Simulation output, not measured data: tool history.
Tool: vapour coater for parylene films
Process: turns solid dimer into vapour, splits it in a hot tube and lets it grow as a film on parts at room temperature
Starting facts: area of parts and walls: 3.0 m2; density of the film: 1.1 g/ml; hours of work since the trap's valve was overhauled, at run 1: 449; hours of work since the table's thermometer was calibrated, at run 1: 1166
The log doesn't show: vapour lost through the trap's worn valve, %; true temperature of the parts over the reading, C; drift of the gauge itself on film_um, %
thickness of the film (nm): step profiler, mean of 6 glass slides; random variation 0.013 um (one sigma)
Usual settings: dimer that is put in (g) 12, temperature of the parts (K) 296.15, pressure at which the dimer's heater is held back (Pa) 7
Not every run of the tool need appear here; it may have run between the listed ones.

run    hour  dimer that is put in (g)  temperature of the parts (K)  pressure at which the dimer's heater is held back (Pa)  hours of work since the trap's valve was overhauled  hours of work since the table's thermometer was calibrated  thickness of the film (nm)
  1       0                        12                        296.15                                                       7                                                  449                                                        1166                        1610
  2    55.9                        12                        296.15                                                       7                                                  486                                                        1203                        1610
  3   104.9                        12                        296.15                                                       7                                                  518                                                        1236                        1620
      149.7  -- trap's valve overhauled
  4   153.5                        12                        296.15                                                       7                                                    3                                                        1265                        1700
  5   185.1                        12                        296.15                                                       7                                                   23                                                        1286                        1680
  6   226.4                        12                        296.15                                                     6.3                                                   51                                                        1313                        1710
  7   269.7                        12                        296.15                                                     6.3                                                   79                                                        1342                        1690
  8   307.7                        12                        296.15                                                     6.3                                                  104                                                        1367                        1700
  9   357.1                        12                        296.15                                                     6.3                                                  137                                                        1400                        1700
 10     391                        12                        296.15                                                     6.3                                                  159                                                        1422                        1680
 11   430.9                        12                        296.15                                                     6.3                                                  186                                                        1448                        1690
 12   470.1                        12                        296.15                                                     6.3                                                  212                                                        1474                        1700
 13   493.9                        12                        296.15                                                     6.3                                                  227                                                        1490                        1690
 14   533.6                        12                        296.15                                                     6.3                                                  253                                                        1516                        1670
 15   579.3                        11                        303.15                                                       7                                                  284                                                        1546                        1150
 16   606.3                        11                        303.15                                                       7                                                  301                                                        1564                        1150
 17   640.9                         7                        289.15                                                    3.61                                                  324                                                        1587                        1370
 18   681.4                         8                        299.15                                                    4.43                                                  351                                                        1614                        1040
 19   709.4                        12                        294.15                                                       7                                                  370                                                        1632                        1760
 20   754.1                        12                        294.15                                                       7                                                  399                                                        1662                        1740
 21   808.3                        12                        294.15                                                       7                                                  435                                                        1697                        1740
 22   853.8                        15                        306.15                                                    2.53                                                  465                                                        1727                        1600
 23   879.2                        15                        306.15                                                    2.53                                                  482                                                        1744                        1580
 24   927.2                         6                        301.15                                                    2.53                                                  513                                                        1776                         780
 25   968.4                         6                        306.15                                                    3.59                                                  541                                                        1803                         600
      978.4  -- trap's valve overhauled
 26  1001.9                         6                        306.15                                                    3.59                                                   16                                                        1823                         630
 27  1027.1                         6                        306.15                                                    3.59                                                   32                                                        1839                         640
 28    1052                         6                        306.15                                                    3.59                                                   49                                                        1856                         640

Each row is a separate what-if for the run after 28, all from the same tool condition, not one after another. Results?
  A  1079.5                         6                        295.15                                                    3.59                                                   67                                                        1874                           ?
  B  1079.5                        21                        295.15                                                       7                                                   67                                                        1874                           ?
  C  1079.5                        11                        303.15                                                    3.58                                                   67                                                        1874                           ?
  D  1079.5                        12                        296.15                                                       7                                                   67                                                        1874                           ?

run  thickness of the film (nm)
  A                         950
  B                        3040
  C                        1270
  D                        1660
Without the tool's hidden state the same runs would have given:
run  thickness of the film (nm)
  A                         970
  B                        3120
  C                        1310
  D                        1700

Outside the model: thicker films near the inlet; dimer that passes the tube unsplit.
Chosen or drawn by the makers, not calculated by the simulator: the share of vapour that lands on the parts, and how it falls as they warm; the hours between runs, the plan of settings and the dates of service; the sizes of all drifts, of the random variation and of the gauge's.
